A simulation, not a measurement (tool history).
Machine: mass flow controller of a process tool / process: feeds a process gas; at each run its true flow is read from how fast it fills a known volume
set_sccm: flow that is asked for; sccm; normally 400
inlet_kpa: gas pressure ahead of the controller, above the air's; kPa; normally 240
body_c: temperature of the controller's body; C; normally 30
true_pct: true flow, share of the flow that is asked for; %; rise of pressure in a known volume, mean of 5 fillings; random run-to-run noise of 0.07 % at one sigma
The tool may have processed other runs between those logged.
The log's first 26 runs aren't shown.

| run | hour | set_sccm | inlet_kpa | body_c | true_pct |
|---|---|---|---|---|---|
| 27 | 10748.7 | 72 | 167 | 38 | 98.48 |
| 28 | 11043.4 | 475 | 258 | 29 | 100.21 |
| 29 | 11411.0 | 262 | 258 | 29 | 98.84 |
| 30 | 11811.3 | 400 | 185 | 34 | 100.65 |
| 31 | 12300.6 | 400 | 185 | 34 | 100.63 |
| 32 | 12873.6 | 400 | 240 | 34 | 100.28 |
| 33 | 13389.7 | 400 | 277 | 38 | 100.25 |
| 34 | 13949.3 | 400 | 198 | 27 | 100.63 |
|  | 14272.8 | controller exchanged for a calibrated one |
| 35 | 14272.8 | 116 | 169 | 21 | 98.87 |
|  | 14436.1 | gauge calibrated |
| 36 | 14518.8 | 78 | 174 | 21 | 97.43 |
| 37 | 14930.4 | 78 | 174 | 21 | 97.45 |
| 38 | 15348.7 | 78 | 174 | 21 | 97.54 |
| 39 | 15819.0 | 377 | 249 | 36 | 99.37 |
| 40 | 16216.8 | 400 | 200 | 22 | 99.71 |
| 41 | 16667.6 | 400 | 200 | 22 | 99.78 |
| 42 | 16945.4 | 196 | 206 | 30 | 98.60 |
| 43 | 17354.2 | 370 | 276 | 30 | 99.30 |
| 44 | 17859.2 | 402 | 185 | 27 | 100.21 |
| 45 | 18386.7 | 58 | 177 | 34 | 98.56 |
| 46 | 18651.7 | 120 | 240 | 31 | 98.18 |
| 47 | 18962.4 | 120 | 240 | 29 | 98.17 |

Predict each of these 4 candidate next runs independently; none follows another, all start after run 47:
| A | 19219.7 | 400 | 147 | 30 | ? |
| B | 19219.7 | 120 | 170 | 29 | ? |
| C | 19219.7 | 170 | 179 | 20 | ? |
| D | 19219.7 | 75 | 243 | 30 | ? |

| run | true_pct |
|---|---|
| A | 100.85 |
| B | 98.92 |
| C | 98.81 |
| D | 97.88 |
With the hidden condition removed and each run's random variation left untouched, the same runs would have given:
| run | true_pct |
|---|---|
| A | 99.87 |
| B | 97.95 |
| C | 97.85 |
| D | 96.92 |

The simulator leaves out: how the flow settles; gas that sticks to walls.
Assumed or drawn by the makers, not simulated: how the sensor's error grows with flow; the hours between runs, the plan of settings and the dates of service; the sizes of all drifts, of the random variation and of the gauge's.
